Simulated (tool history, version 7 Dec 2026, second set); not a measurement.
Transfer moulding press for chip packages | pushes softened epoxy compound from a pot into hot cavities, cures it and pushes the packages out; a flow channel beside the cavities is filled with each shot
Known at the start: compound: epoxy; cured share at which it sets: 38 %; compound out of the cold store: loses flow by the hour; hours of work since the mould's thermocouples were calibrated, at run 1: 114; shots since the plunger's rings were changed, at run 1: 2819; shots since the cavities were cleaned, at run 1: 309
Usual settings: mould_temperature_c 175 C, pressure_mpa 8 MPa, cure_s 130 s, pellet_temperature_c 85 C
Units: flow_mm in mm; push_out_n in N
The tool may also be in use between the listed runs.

| run | hour | mould_temperature_c | pressure_mpa | cure_s | pellet_temperature_c | hours of work since the mould's thermocouples were calibrated | shots since the plunger's rings were changed | shots since the cavities were cleaned | incoming compound's hours out of the cold store | flow_mm | push_out_n |
|---|---|---|---|---|---|---|---|---|---|---|---|
| 1 | 0 | 175 | 8 | 130 | 85 | 114 | 2819 | 309 | 42.6 | 818 | 398 |
| 2 | 19.4 | 175 | 8 | 130 | 90 | 123 | 2959 | 449 | 18.3 | 869 | 389 |
| 3 | 35.4 | 175 | 8 | 143 | 85 | 131 | 3075 | 565 | 10.9 | 886 | 375 |
| 4 | 48.5 | 175 | 8.09 | 130 | 85 | 137 | 3170 | 660 | 29.4 | 851 | 382 |
|  | 52.1 | cavities cleaned with cleaning compound and waxed |
| 5 | 64.1 | 175 | 8.09 | 130 | 85 | 144 | 3271 | 86 | 38.8 | 829 | 392 |
| 6 | 74.6 | 175 | 8 | 130 | 85 | 149 | 3347 | 162 | 31.3 | 843 | 383 |
| 7 | 87.1 | 175 | 8 | 130 | 81 | 156 | 3438 | 253 | 26.1 | 857 | 393 |
|  | 99.8 | plunger's sealing rings changed |
| 8 | 104.3 | 175 | 8 | 130 | 81 | 163 | 32 | 359 | 44.8 | 817 | 388 |
| 9 | 123.6 | 175 | 8 | 130 | 81 | 172 | 172 | 499 | 15.2 | 881 | 396 |
| 10 | 133.6 | 175 | 8 | 130 | 85 | 177 | 244 | 571 | 20.8 | 867 | 401 |
| 11 | 145.4 | 175 | 7.55 | 130 | 85 | 183 | 329 | 656 | 35.4 | 808 | 383 |
|  | 149.7 | cavities cleaned with cleaning compound and waxed |
| 12 | 164 | 175 | 7.55 | 130 | 85 | 191 | 453 | 104 | 36.7 | 805 | 398 |
| 13 | 174.1 | 175 | 7.55 | 130 | 85 | 196 | 525 | 176 | 39 | 803 | 401 |
| 14 | 186.4 | 175 | 7.55 | 130 | 85 | 202 | 614 | 265 | 33.5 | 814 | 383 |
| 15 | 203.6 | 175 | 7.55 | 130 | 85 | 211 | 739 | 390 | 32.8 | 819 | 390 |
| 16 | 214.9 | 175 | 7.55 | 130 | 85 | 216 | 820 | 471 | 24.7 | 833 | 385 |
| 17 | 229.7 | 175 | 6.96 | 145 | 77 | 223 | 927 | 578 | 34.2 | 786 | 370 |
| 18 | 238.3 | 175 | 6.96 | 145 | 77 | 227 | 989 | 640 | 26.5 | 800 | 367 |
|  | 245.1 | cavities cleaned with cleaning compound and waxed |
| 19 | 251.6 | 175 | 9.08 | 161 | 85 | 233 | 1075 | 47 | 19.3 | 921 | 352 |
| 20 | 267 | 172 | 9.7 | 130 | 85 | 241 | 1186 | 158 | 13.6 | 975 | 459 |
| 21 | 278.7 | 172 | 6.31 | 134 | 85 | 246 | 1271 | 243 | 21.2 | 767 | 420 |
| 22 | 287.7 | 169 | 9.7 | 129 | 95 | 251 | 1336 | 308 | 14.2 | 983 | 532 |

The next listed run, before its measurement:
| 23 | 304.7 | 181 | 9.42 | 129 | 86 | 259 | 1458 | 430 | 29.6 | ? | ? |

flow_mm: 908 mm
push_out_n: 362 N
Without the tool's hidden state the same run would have given flow_mm 908 mm, push_out_n 361 N.
